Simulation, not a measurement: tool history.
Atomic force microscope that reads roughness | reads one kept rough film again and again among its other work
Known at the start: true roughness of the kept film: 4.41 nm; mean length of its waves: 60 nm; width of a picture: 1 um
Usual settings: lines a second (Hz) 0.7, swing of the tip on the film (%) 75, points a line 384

| run | day | lines a second (Hz) | swing of the tip on the film (%) | points a line | roughness of the kept film (nm (root mean square)) |
|---|---|---|---|---|---|
| 1 | 0 | 0.7 | 75 | 384 | 4.109 |
| 2 | 0.258 | 0.7 | 75 | 384 | 4.097 |
| 3 | 0.417 | 0.923 | 75 | 384 | 4.048 |
| 4 | 0.7 | 0.7 | 75 | 384 | 4.057 |
| 5 | 1 | 0.7 | 75 | 384 | 4.064 |
| 6 | 1.367 | 0.7 | 75 | 384 | 4.043 |
| 7 | 1.688 | 0.7 | 75 | 384 | 4.014 |
| 8 | 1.938 | 0.7 | 75 | 384 | 3.991 |
|  | 2.233 | new tip fitted |
| 9 | 2.233 | 0.7 | 75 | 436 | 4.103 |
| 10 | 2.508 | 0.823 | 75 | 436 | 4.054 |
| 11 | 2.858 | 0.823 | 75 | 436 | 4.069 |
| 12 | 3.088 | 2.053 | 62 | 384 | 4.003 |
| 13 | 3.267 | 2.053 | 62 | 384 | 3.99 |
| 14 | 3.625 | 0.7 | 56 | 336 | 4.155 |
| 15 | 3.8 | 0.7 | 56 | 336 | 4.152 |
| 16 | 4.125 | 0.577 | 56 | 350 | 4.159 |
| 17 | 4.383 | 0.577 | 56 | 350 | 4.128 |
|  | 4.488 | new tip fitted |
| 18 | 4.567 | 0.577 | 56 | 350 | 4.221 |
| 19 | 4.788 | 0.577 | 56 | 350 | 4.241 |
| 20 | 4.971 | 0.577 | 56 | 350 | 4.232 |

Forecast each of these 4 alternatives for the next run:
| A | 5.317 | 2.159 | 84 | 365 | ? |
| B | 5.317 | 0.7 | 75 | 318 | ? |
| C | 5.317 | 0.577 | 72 | 279 | ? |
| D | 5.317 | 2.354 | 73 | 297 | ? |

| run | roughness of the kept film (nm (root mean square)) |
|---|---|
| A | 3.506 |
| B | 4.069 |
| C | 4.11 |
| D | 3.77 |
Without the tool's hidden state the same runs would have given:
| run | roughness of the kept film (nm (root mean square)) |
|---|---|
| A | 3.542 |
| B | 4.11 |
| C | 4.152 |
| D | 3.808 |

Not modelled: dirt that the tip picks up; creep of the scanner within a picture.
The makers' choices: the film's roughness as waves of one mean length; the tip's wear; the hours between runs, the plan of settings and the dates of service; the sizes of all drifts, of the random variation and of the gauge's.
